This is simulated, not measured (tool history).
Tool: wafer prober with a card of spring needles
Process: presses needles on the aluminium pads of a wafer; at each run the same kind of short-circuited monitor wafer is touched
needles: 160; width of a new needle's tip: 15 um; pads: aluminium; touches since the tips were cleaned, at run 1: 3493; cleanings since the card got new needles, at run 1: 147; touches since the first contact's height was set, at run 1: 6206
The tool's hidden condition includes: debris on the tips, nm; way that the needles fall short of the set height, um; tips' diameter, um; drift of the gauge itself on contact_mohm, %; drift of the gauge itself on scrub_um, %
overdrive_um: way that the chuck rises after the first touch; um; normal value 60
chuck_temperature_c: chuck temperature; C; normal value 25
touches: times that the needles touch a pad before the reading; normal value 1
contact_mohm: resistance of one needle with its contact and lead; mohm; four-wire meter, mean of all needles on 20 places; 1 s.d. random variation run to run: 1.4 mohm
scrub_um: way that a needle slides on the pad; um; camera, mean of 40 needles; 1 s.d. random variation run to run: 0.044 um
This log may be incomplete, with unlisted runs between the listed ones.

| run | hour | overdrive_um | chuck_temperature_c | touches | touches since the tips were cleaned | cleanings since the card got new needles | touches since the first contact's height was set | contact_mohm | scrub_um |
|---|---|---|---|---|---|---|---|---|---|
| 1 | 0 | 60 | 25 | 1 | 3493 | 147 | 6206 | 126 | 13.53 |
|  | 1.4 | tips cleaned on abrasive film |
|  | 7.4 | tips cleaned on abrasive film |
|  | 13.6 | tips cleaned on abrasive film |
|  | 19.7 | tips cleaned on abrasive film |
| 2 | 22.6 | 60 | 25 | 1 | 2086 | 151 | 22034 | 126 | 13.62 |
|  | 25.2 | tips cleaned on abrasive film |
|  | 30.4 | tips cleaned on abrasive film |
|  | 36.9 | tips cleaned on abrasive film |
| 3 | 38.4 | 60 | 25 | 1 | 1082 | 154 | 33039 | 126 | 13.61 |
|  | 43.1 | tips cleaned on abrasive film |
|  | 49.2 | tips cleaned on abrasive film |
| 4 | 54.1 | 60 | 25 | 1 | 3517 | 156 | 44088 | 123 | 13.62 |
|  | 55.5 | tips cleaned on abrasive film |
|  | 61.7 | tips cleaned on abrasive film |
| 5 | 65 | 60 | 25 | 1 | 2388 | 158 | 51679 | 123 | 13.48 |
|  | 67.7 | tips cleaned on abrasive film |
|  | 73.8 | tips cleaned on abrasive film |
|  | 79.8 | tips cleaned on abrasive film |
| 6 | 82.8 | 60 | 25 | 1 | 2103 | 161 | 64104 | 123 | 13.62 |
|  | 85.4 | tips cleaned on abrasive film |
|  | 91.6 | tips cleaned on abrasive film |
|  | 97.3 | tips cleaned on abrasive film |
| 7 | 97.3 | 60 | 25 | 1 | 18 | 164 | 74249 | 123 | 13.55 |
|  | 103.2 | tips cleaned on abrasive film |
|  | 106 | height of the first contact set anew |
|  | 109.9 | tips cleaned on abrasive film |
| 8 | 113 | 60 | 41 | 1 | 2187 | 166 | 4900 | 128 | 13.57 |
|  | 115.3 | tips cleaned on abrasive film |
|  | 121.8 | tips cleaned on abrasive film |
|  | 127.9 | tips cleaned on abrasive film |
|  | 134.1 | tips cleaned on abrasive film |
| 9 | 134.1 | 60 | 121 | 1 | 0 | 170 | 19672 | 139 | 13.59 |
|  | 140.2 | tips cleaned on abrasive film |
|  | 146.2 | tips cleaned on abrasive film |
|  | 152.4 | tips cleaned on abrasive film |
| 10 | 156.2 | 60 | 57 | 1 | 2740 | 173 | 35186 | 130 | 13.63 |
|  | 157.6 | tips cleaned on abrasive film |
|  | 163.4 | tips cleaned on abrasive film |
|  | 169.3 | tips cleaned on abrasive film |
| 11 | 169.3 | 60 | 57 | 1 | 0 | 176 | 44259 | 127 | 13.64 |
|  | 175.4 | tips cleaned on abrasive film |
|  | 181.7 | tips cleaned on abrasive film |
|  | 187.6 | tips cleaned on abrasive film |
| 12 | 190.6 | 60 | 25 | 1 | 2116 | 179 | 59228 | 124 | 13.51 |
|  | 193.2 | tips cleaned on abrasive film |
|  | 199.4 | tips cleaned on abrasive film |
| 13 | 203.1 | 60 | 25 | 1 | 2607 | 181 | 67985 | 125 | 13.64 |
|  | 205.5 | tips cleaned on abrasive film |
|  | 211.9 | tips cleaned on abrasive film |
| 14 | 216.3 | 60 | 25 | 1 | 3148 | 183 | 77254 | 124 | 13.64 |
|  | 217.7 | tips cleaned on abrasive film |
|  | 220.5 | height of the first contact set anew |
|  | 224.3 | tips cleaned on abrasive film |
|  | 230.6 | tips cleaned on abrasive film |
|  | 236.6 | tips cleaned on abrasive film |
| 15 | 238.1 | 60 | 25 | 1 | 1106 | 187 | 12307 | 126 | 13.7 |
|  | 241.9 | tips cleaned on abrasive film |
|  | 247.1 | tips cleaned on abrasive film |
| 16 | 249.7 | 60 | 25 | 1 | 1901 | 189 | 20410 | 126 | 13.67 |
|  | 252.4 | tips cleaned on abrasive film |
|  | 258.3 | tips cleaned on abrasive film |
|  | 264.5 | tips cleaned on abrasive film |
|  | 276.5 | card fitted with new needles |
| 17 | 277.3 | 60 | 34 | 2 | 598 | 0 | 598 | 126 | 13.7 |
|  | 282.1 | tips cleaned on abrasive film |
|  | 288.4 | tips cleaned on abrasive film |
|  | 294.8 | tips cleaned on abrasive film |
| 18 | 297.1 | 60 | 34 | 2 | 1610 | 3 | 14442 | 126 | 13.67 |
|  | 301 | tips cleaned on abrasive film |
|  | 307.2 | tips cleaned on abrasive film |
|  | 313.6 | tips cleaned on abrasive film |
| 19 | 313.7 | 75 | 74 | 1 | 18 | 6 | 26048 | 126 | 17.13 |
|  | 318.8 | tips cleaned on abrasive film |
|  | 325.1 | tips cleaned on abrasive film |
|  | 331.4 | tips cleaned on abrasive film |
| 20 | 336.4 | 75 | 98 | 2 | 3499 | 9 | 41987 | 131 | 17.06 |
|  | 337.7 | tips cleaned on abrasive film |
|  | 344.1 | tips cleaned on abrasive film |
|  | 350.5 | tips cleaned on abrasive film |
|  | 356 | tips cleaned on abrasive film |
| 21 | 356 | 44 | 58 | 1 | 0 | 13 | 55649 | 140 | 10.1 |
|  | 362.4 | tips cleaned on abrasive film |
| 22 | 365.8 | 45 | 51 | 2 | 2399 | 14 | 62558 | 138 | 10.29 |
|  | 368.2 | tips cleaned on abrasive film |
|  | 374.4 | tips cleaned on abrasive film |
| 23 | 376.7 | 45 | 51 | 2 | 1663 | 16 | 70196 | 136 | 10.32 |
|  | 380.4 | tips cleaned on abrasive film |
|  | 386.7 | tips cleaned on abrasive film |
| 24 | 389.1 | 48 | 25 | 1 | 1709 | 18 | 78867 | 131 | 10.97 |
|  | 390.7 | height of the first contact set anew |
|  | 393.2 | tips cleaned on abrasive film |
|  | 399.4 | tips cleaned on abrasive film |
| 25 | 404 | 48 | 25 | 1 | 3240 | 20 | 9322 | 131 | 11 |
|  | 405.4 | tips cleaned on abrasive film |
|  | 411.5 | tips cleaned on abrasive film |
|  | 417.9 | tips cleaned on abrasive film |
| 26 | 422.4 | 50 | 25 | 2 | 3195 | 23 | 22225 | 130 | 11.49 |
|  | 423.8 | tips cleaned on abrasive film |
|  | 430 | tips cleaned on abrasive film |
| 27 | 435.1 | 80 | 56 | 2 | 3575 | 25 | 31100 | 120 | 18.31 |
|  | 436.4 | tips cleaned on abrasive film |
|  | 442.1 | tips cleaned on abrasive film |
|  | 448.6 | tips cleaned on abrasive film |
|  | 453.7 | tips cleaned on abrasive film |
| 28 | 454.7 | 80 | 56 | 2 | 704 | 29 | 44801 | 123 | 18.41 |

Consider 3 possible next runs. They are alternatives, not a sequence: every one starts from the tool as it was left by run 28. What does each give?
|  | 459.9 | tips cleaned on abrasive film |
|  | 466.2 | tips cleaned on abrasive film |
| A | 470.2 | 60 | 83 | 2 | 2856 | 31 | 55686 | ? | ? |
|  | 459.9 | tips cleaned on abrasive film |
|  | 466.2 | tips cleaned on abrasive film |
| B | 470.2 | 41 | 98 | 1 | 2856 | 31 | 55686 | ? | ? |
|  | 459.9 | tips cleaned on abrasive film |
|  | 466.2 | tips cleaned on abrasive film |
| C | 470.2 | 79 | 56 | 2 | 2856 | 31 | 55686 | ? | ? |

| run | contact_mohm | scrub_um |
|---|---|---|
| A | 136 | 13.78 |
| B | 151 | 9.38 |
| C | 122 | 18.09 |
With the hidden condition removed and each run's random variation left untouched, the same runs would have given:
| run | contact_mohm | scrub_um |
|---|---|---|
| A | 136 | 13.57 |
| B | 151 | 9.24 |
| C | 122 | 17.81 |

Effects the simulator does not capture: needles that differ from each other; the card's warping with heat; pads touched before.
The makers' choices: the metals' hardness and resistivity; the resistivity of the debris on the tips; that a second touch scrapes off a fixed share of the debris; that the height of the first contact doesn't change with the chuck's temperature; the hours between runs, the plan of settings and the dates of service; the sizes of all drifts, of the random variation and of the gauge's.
